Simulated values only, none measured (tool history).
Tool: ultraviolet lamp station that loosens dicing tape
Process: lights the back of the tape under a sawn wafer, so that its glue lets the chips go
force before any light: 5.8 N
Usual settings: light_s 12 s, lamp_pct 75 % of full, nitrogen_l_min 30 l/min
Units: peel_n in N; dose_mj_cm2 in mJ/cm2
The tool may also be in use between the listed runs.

run   hour  light_s  lamp_pct  nitrogen_l_min  peel_n  dose_mj_cm2
  1    0.0       12        75              30   0.215          397
  2   10.0       12        75              30   0.213          399
  3   18.5       12        75              30   0.202          399
  4   33.5        7        75              30   0.586          235
  5   44.1        7        75              30   0.555          229
  6   53.5       12        75              30   0.213          399
  7   64.0       12        75              30   0.201          398
  8   74.3       12        75              30   0.218          400
  9   85.1       12        75              30   0.205          395
 10   94.6       12        75              30   0.216          400
 11  108.4       12        75              30   0.212          399
 12  119.0       12        75              30   0.218          398
 13  133.2       12        75              30   0.211          398
 14  140.3       12        75              30   0.218          397
 15  148.5       12        75              30   0.215          399
 16  160.2       12        75              30   0.194          397
 17  169.6       12        75              30   0.194          401
 18  179.0       14        88              30   0.159          542
 19  189.1       12        99              30   0.174          522
 20  201.5       14        64              57   0.181          399
 21  217.8       12        75              53   0.181          394
 22  227.4       12        75              53   0.170          397
 23  237.1        9        89              53   0.200          356
 24  247.3       11        66              23   0.348          323
 25  261.8       19        75              23   0.157          633
 26  272.0        9        63              55   0.363          250
 27  283.4       10        80              10   0.477          356
 28  292.8       10        80              10   0.482          354
 29  303.7       12        95              14   0.207          499
 30  318.5       12        95              14   0.205          502
 31  333.8       12        70              14   0.338          373
 32  347.8       12        70              14   0.344          373
 33  356.9       12        70              14   0.353          372
 34  364.2       16        76              17   0.189          540

Not shown: 1 entry that the log had between the listed runs. Between which runs, and how does the tool's hidden state differ before and after?
Between runs 29 and 30: window cleaned of glue's vapour (hour 318.5)
  no hidden state differs between the two runs
